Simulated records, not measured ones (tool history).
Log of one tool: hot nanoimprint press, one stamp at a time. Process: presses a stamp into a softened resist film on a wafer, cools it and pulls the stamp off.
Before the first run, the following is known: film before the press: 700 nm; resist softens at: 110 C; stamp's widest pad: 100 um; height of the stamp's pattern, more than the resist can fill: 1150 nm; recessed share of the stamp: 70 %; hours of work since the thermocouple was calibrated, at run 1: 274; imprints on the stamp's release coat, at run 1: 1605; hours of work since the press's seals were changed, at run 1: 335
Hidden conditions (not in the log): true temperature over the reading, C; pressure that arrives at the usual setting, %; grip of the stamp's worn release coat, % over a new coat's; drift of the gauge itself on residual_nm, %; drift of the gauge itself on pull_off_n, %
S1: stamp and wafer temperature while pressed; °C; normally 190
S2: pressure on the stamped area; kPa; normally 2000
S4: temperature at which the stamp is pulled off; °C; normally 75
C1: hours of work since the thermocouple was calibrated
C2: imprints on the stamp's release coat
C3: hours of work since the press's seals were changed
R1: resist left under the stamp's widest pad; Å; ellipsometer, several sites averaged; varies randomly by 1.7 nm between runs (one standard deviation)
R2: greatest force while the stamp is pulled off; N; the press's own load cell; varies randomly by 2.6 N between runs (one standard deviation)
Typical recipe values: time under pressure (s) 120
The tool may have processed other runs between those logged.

run 1 hour=0.0 | S1=190 S2=2000 time_under_pressure_(s)=120 S4=75 | C1=274 C2=1605 C3=335 | R1=2937 R2=198
run 2 hour=14.3 | S1=190 S2=2000 time_under_pressure_(s)=120 S4=75 | C1=284 C2=1642 C3=345 | R1=2951 R2=207
run 3 hour=26.8 | S1=190 S2=3170 time_under_pressure_(s)=120 S4=75 | C1=293 C2=1674 C3=354 | R1=2341 R2=215
run 4 hour=34.9 | S1=190 S2=2000 time_under_pressure_(s)=67 S4=75 | C1=299 C2=1695 C3=359 | R1=3628 R2=208
run 5 hour=41.7 | S1=190 S2=2000 time_under_pressure_(s)=67 S4=75 | C1=303 C2=1713 C3=364 | R1=3660 R2=213
run 6 hour=53.6 | S1=190 S2=2000 time_under_pressure_(s)=67 S4=75 | C1=312 C2=1744 C3=372 | R1=3658 R2=207
run 7 hour=60.2 | S1=190 S2=2600 time_under_pressure_(s)=120 S4=75 | C1=316 C2=1761 C3=377 | R1=2616 R2=216
run 8 hour=69.1 | S1=190 S2=2000 time_under_pressure_(s)=120 S4=75 | C1=323 C2=1784 C3=383 | R1=2945 R2=217
run 9 hour=80.1 | S1=190 S2=2000 time_under_pressure_(s)=120 S4=75 | C1=330 C2=1813 C3=391 | R1=3001 R2=219
run 10 hour=90.4 | S1=190 S2=2000 time_under_pressure_(s)=120 S4=75 | C1=337 C2=1839 C3=398 | R1=2974 R2=218
run 11 hour=96.2 | S1=190 S2=2000 time_under_pressure_(s)=90 S4=75 | C1=341 C2=1854 C3=402 | R1=3327 R2=213
run 12 hour=102.4 | S1=190 S2=2000 time_under_pressure_(s)=174 S4=75 | C1=346 C2=1870 C3=406 | R1=2616 R2=213
run 13 hour=109.9 | S1=190 S2=2000 time_under_pressure_(s)=120 S4=75 | C1=351 C2=1890 C3=411 | R1=2990 R2=221
run 14 hour=119.4 | S1=190 S2=2000 time_under_pressure_(s)=120 S4=75 | C1=358 C2=1915 C3=418 | R1=2995 R2=223
run 15 hour=131.7 | S1=190 S2=2000 time_under_pressure_(s)=120 S4=75 | C1=366 C2=1946 C3=427 | R1=3010 R2=221
run 16 hour=141.4 | S1=196 S2=2410 time_under_pressure_(s)=140 S4=72 | C1=373 C2=1972 C3=433 | R1=1952 R2=243
run 17 hour=152.3 | S1=196 S2=2410 time_under_pressure_(s)=140 S4=62 | C1=381 C2=2000 C3=441 | R1=1952 R2=315
run 18 hour=166.5 | S1=183 S2=2410 time_under_pressure_(s)=140 S4=62 | C1=390 C2=2037 C3=451 | R1=3608 R2=318
-- hour=179.3 plate thermocouple calibrated
run 19 hour=183.5 | S1=189 S2=1520 time_under_pressure_(s)=151 S4=62 | C1=3 C2=2073 C3=461 | R1=3094 R2=314
run 20 hour=195.9 | S1=190 S2=2000 time_under_pressure_(s)=95 S4=75 | C1=12 C2=2105 C3=469 | R1=3047 R2=223
run 21 hour=208.2 | S1=190 S2=2000 time_under_pressure_(s)=162 S4=69 | C1=20 C2=2137 C3=478 | R1=2512 R2=260
run 22 hour=218.8 | S1=190 S2=2000 time_under_pressure_(s)=162 S4=69 | C1=28 C2=2165 C3=485 | R1=2461 R2=265
run 23 hour=230.4 | S1=190 S2=2000 time_under_pressure_(s)=110 S4=69 | C1=36 C2=2195 C3=493 | R1=2890 R2=274
run 24 hour=244.3 | S1=190 S2=2000 time_under_pressure_(s)=110 S4=69 | C1=45 C2=2231 C3=503 | R1=2902 R2=270
run 25 hour=254.9 | S1=183 S2=2000 time_under_pressure_(s)=110 S4=69 | C1=53 C2=2258 C3=510 | R1=3960 R2=269
run 26 hour=260.9 | S1=183 S2=1910 time_under_pressure_(s)=79 S4=73 | C1=57 C2=2274 C3=514 | R1=4424 R2=237
run 27 hour=268.2 | S1=198 S2=2000 time_under_pressure_(s)=120 S4=75 | C1=62 C2=2293 C3=520 | R1=1978 R2=238
run 28 hour=276.8 | S1=198 S2=2000 time_under_pressure_(s)=120 S4=81 | C1=68 C2=2315 C3=526 | R1=1991 R2=196
run 29 hour=287.1 | S1=190 S2=2580 time_under_pressure_(s)=186 S4=68 | C1=75 C2=2342 C3=533 | R1=2112 R2=288

Had the tool no unlogged condition, and each run kept its random variation, what would the results have been?
run=1 R1=2777 R2=117
run=2 R1=2785 R2=121
run=3 R1=2189 R2=125
run=4 R1=3431 R2=121
run=5 R1=3459 R2=123
run=6 R1=3451 R2=118
run=7 R1=2442 R2=123
run=8 R1=2757 R2=122
run=9 R1=2805 R2=122
run=10 R1=2774 R2=121
run=11 R1=3110 R2=118
run=12 R1=2430 R2=116
run=13 R1=2783 R2=121
run=14 R1=2782 R2=121
run=15 R1=2792 R2=119
run=16 R1=1802 R2=130
run=17 R1=1799 R2=169
run=18 R1=3324 R2=169
run=19 R1=3088 R2=171
run=20 R1=3030 R2=122
run=21 R1=2492 R2=140
run=22 R1=2438 R2=141
run=23 R1=2859 R2=145
run=24 R1=2865 R2=141
run=25 R1=3909 R2=140
run=26 R1=4372 R2=123
run=27 R1=1945 R2=123
run=28 R1=1955 R2=100
run=29 R1=2063 R2=146
